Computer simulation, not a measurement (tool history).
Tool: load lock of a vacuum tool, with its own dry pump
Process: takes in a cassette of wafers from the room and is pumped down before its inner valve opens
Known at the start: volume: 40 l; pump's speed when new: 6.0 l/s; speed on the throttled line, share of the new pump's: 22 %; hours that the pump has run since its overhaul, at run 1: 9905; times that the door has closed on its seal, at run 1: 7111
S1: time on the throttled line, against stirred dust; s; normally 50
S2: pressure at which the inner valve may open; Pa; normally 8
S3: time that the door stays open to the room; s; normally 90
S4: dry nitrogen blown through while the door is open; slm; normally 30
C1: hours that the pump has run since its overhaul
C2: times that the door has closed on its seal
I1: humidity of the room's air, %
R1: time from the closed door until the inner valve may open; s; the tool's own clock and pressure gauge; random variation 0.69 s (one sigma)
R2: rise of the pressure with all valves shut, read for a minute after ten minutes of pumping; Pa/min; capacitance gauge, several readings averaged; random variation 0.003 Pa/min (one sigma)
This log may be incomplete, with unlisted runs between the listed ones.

| run | hour | S1 | S2 | S3 | S4 | C1 | C2 | I1 | R1 | R2 |
|---|---|---|---|---|---|---|---|---|---|---|
| 1 | 0.0 | 50 | 8 | 90 | 30 | 9905 | 7111 | 41.5 | 118.6 | 0.061 |
| 2 | 50.5 | 50 | 8 | 90 | 30 | 9955 | 7354 | 48.2 | 119.2 | 0.057 |
| 3 | 116.4 | 50 | 8 | 90 | 30 | 10021 | 7671 | 46.5 | 120.5 | 0.064 |
| 4 | 204.3 | 50 | 8 | 231 | 30 | 10109 | 8095 | 45.3 | 119.5 | 0.087 |
| 5 | 272.1 | 50 | 8 | 90 | 30 | 10177 | 8421 | 45.1 | 120.4 | 0.063 |
| 6 | 337.8 | 50 | 8 | 90 | 30 | 10243 | 8737 | 45.8 | 120.0 | 0.061 |
| 7 | 408.3 | 50 | 8 | 90 | 30 | 10313 | 9076 | 45.5 | 119.4 | 0.064 |
| 8 | 489.4 | 50 | 8 | 90 | 30 | 10394 | 9467 | 47.4 | 122.0 | 0.071 |
| 9 | 580.1 | 50 | 8 | 90 | 30 | 10485 | 9903 | 47.1 | 120.0 | 0.072 |
| 10 | 658.0 | 50 | 10 | 90 | 30 | 10563 | 10278 | 45.4 | 119.1 | 0.070 |
| 11 | 750.9 | 50 | 10 | 90 | 30 | 10656 | 10725 | 45.7 | 119.6 | 0.067 |
| 12 | 799.1 | 50 | 8 | 90 | 30 | 10704 | 10957 | 45.1 | 122.4 | 0.073 |
| 13 | 845.4 | 50 | 8 | 51 | 30 | 10750 | 11180 | 40.7 | 121.7 | 0.064 |
| 14 | 921.6 | 50 | 8 | 51 | 30 | 10827 | 11547 | 43.5 | 121.0 | 0.062 |
| 15 | 1023.2 | 50 | 8 | 90 | 11 | 10928 | 12036 | 43.0 | 122.1 | 0.099 |
| 16 | 1102.2 | 50 | 8 | 55 | 11 | 11007 | 12416 | 43.4 | 122.1 | 0.080 |
| 17 | 1143.7 | 50 | 8 | 87 | 11 | 11049 | 12616 | 48.5 | 123.5 | 0.108 |
| 18 | 1218.5 | 44 | 8 | 80 | 30 | 11123 | 12976 | 47.7 | 117.4 | 0.085 |
| 19 | 1319.8 | 61 | 8 | 90 | 18 | 11225 | 13463 | 46.3 | 130.7 | 0.095 |
| 20 | 1414.0 | 61 | 8 | 90 | 18 | 11319 | 13917 | 45.6 | 131.0 | 0.101 |
| 21 | 1487.0 | 86 | 8 | 90 | 30 | 11392 | 14268 | 43.8 | 148.1 | 0.088 |
| 22 | 1548.9 | 86 | 8 | 90 | 30 | 11454 | 14566 | 45.3 | 148.5 | 0.083 |
| 23 | 1648.1 | 86 | 8 | 90 | 30 | 11553 | 15044 | 42.4 | 147.7 | 0.087 |
| 24 | 1739.1 | 34 | 6 | 90 | 31 | 11644 | 15481 | 45.9 | 115.5 | 0.096 |
| 25 | 1804.6 | 34 | 6 | 90 | 31 | 11710 | 15797 | 45.9 | 115.2 | 0.094 |
| 26 | 1906.1 | 56 | 8 | 86 | 30 | 11811 | 16285 | 48.8 | 128.1 | 0.099 |
| 27 | 1955.1 | 56 | 8 | 86 | 30 | 11860 | 16521 | 44.1 | 129.4 | 0.091 |
| 28 | 2024.8 | 56 | 8 | 86 | 30 | 11930 | 16857 | 41.7 | 129.4 | 0.093 |
|  | 2107.2 | dry pump taken out, an overhauled one fitted |
| 29 | 2128.6 | 56 | 8 | 86 | 30 | 21 | 17327 | 45.0 | 108.1 | 0.104 |
| 30 | 2220.6 | 50 | 8 | 125 | 14 | 113 | 17770 | 46.3 | 102.7 | 0.142 |
| 31 | 2285.8 | 69 | 8 | 125 | 14 | 179 | 18084 | 45.9 | 118.9 | 0.137 |
| 32 | 2383.1 | 69 | 15 | 125 | 13 | 276 | 18552 | 43.4 | 115.7 | 0.139 |
| 33 | 2470.1 | 69 | 15 | 125 | 13 | 363 | 18971 | 42.5 | 114.6 | 0.137 |

Take each entry between the runs: how does the hidden state at the last listed run before it differ from the hidden state at the first listed run after it?
Runs 28 to 29: dry pump taken out, an overhauled one fitted (hour 2107.2)
  pump's speed, % of a new pump's: 71.6 -> 98.7; leak at the door's seal, Pa l/s: 0.0441 -> 0.0459
  difference, measured minus the result without the unlogged condition, R1: +21.0 -> +0.6 s; R2: +0.063 -> +0.067 Pa/min
